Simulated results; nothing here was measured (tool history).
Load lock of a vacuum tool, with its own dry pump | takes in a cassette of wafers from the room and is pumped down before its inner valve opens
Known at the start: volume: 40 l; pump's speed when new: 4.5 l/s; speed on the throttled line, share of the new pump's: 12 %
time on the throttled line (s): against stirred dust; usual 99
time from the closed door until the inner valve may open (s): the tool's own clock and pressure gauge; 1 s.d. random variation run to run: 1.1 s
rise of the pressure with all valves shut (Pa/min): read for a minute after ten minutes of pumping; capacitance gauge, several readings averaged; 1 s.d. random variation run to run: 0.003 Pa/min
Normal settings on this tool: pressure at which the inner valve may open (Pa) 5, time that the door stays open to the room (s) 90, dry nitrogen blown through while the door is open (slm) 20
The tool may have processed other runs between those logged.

run,day,time on the throttled line (s),pressure at which the inner valve may open (Pa),time that the door stays open to the room (s),dry nitrogen blown through while the door is open (slm),"incoming humidity of the room's air, %",time from the closed door until the inner valve may open (s),rise of the pressure with all valves shut (Pa/min)
1,0,99,5,90,20,45.2,174.8,0.046
2,7.667,99,5,90,20,46.4,178.8,0.049
3,13.45,99,5,90,20,43.4,177,0.042
4,20.388,99,5,90,29,43.2,177.1,0.039
5,24.842,99,5,90,29,42.1,177.3,0.037
6,31.25,99,5,90,29,46.9,176.6,0.039
7,35.762,99,6,90,20,47.7,177.8,0.048
8,41.225,152,5,90,20,44.7,225.1,0.043
9,49.612,99,5,90,20,42.4,178,0.044
10,58.5,99,5,90,20,43.6,176.3,0.044
11,63.621,99,5,90,20,42.8,178.2,0.044
12,68.458,99,5,90,20,44,179.8,0.043
13,76.854,99,5,52,20,43.9,178,0.035
14,81.029,99,5,90,20,45.5,179.5,0.043
15,84.825,111,5,90,20,47,188.8,0.044
16,88.629,99,5,31,20,48.4,176.6,0.035
17,93.596,99,5,90,20,47.6,178.1,0.051
18,98.962,99,5,90,20,46.8,176.4,0.052
19,102.679,99,5,90,20,50.8,177.6,0.052
20,107.279,99,5,90,20,42.6,175.7,0.044
21,114.862,91,6,34,7,42.9,168.6,0.051
22,119.283,91,6,34,7,43.3,166.1,0.043
23,125.654,99,5,75,29,45.9,178.1,0.042
24,130.312,88,5,237,19,43.4,168,0.063
25,134.738,88,5,237,19,43.3,169.1,0.066
26,139.875,99,6,54,20,42.4,176.2,0.036
27,144.283,67,5,90,37,46.2,149,0.037
28,152.846,99,4,90,20,46.5,182.5,0.043
29,158.454,99,4,90,20,43.1,182.6,0.052
30,166.208,180,5,165,20,46.6,248.3,0.06
31,172.342,94,5,129,17,44.3,172.7,0.056
32,176.008,94,5,129,17,42.1,174.2,0.055
33,180.846,94,5,129,17,44.6,174,0.06
34,186.838,76,5,134,4,46.7,158,0.089
35,192.529,76,5,134,4,43.7,156.6,0.087
36,198.283,76,5,134,4,50.1,157.2,0.097

5 options for the next run, each taken on its own from the tool as it stands now. Forecast them:
A,205.654,180,10,90,20,43.5,?,?
B,205.654,53,5,181,10,45.1,?,?
C,205.654,70,5,33,20,44.7,?,?
D,205.654,99,5,42,11,45.5,?,?
E,205.654,62,5,27,6,42.7,?,?

run,time from the closed door until the inner valve may open (s),rise of the pressure with all valves shut (Pa/min)
A,240.8,0.052
B,138.6,0.076
C,152.3,0.037
D,177,0.049
E,144.2,0.043
What these runs would have given with no unlogged condition in the tool:
run,time from the closed door until the inner valve may open (s),rise of the pressure with all valves shut (Pa/min)
A,240.8,0.051
B,138.6,0.075
C,152.3,0.036
D,177,0.048
E,144.2,0.042

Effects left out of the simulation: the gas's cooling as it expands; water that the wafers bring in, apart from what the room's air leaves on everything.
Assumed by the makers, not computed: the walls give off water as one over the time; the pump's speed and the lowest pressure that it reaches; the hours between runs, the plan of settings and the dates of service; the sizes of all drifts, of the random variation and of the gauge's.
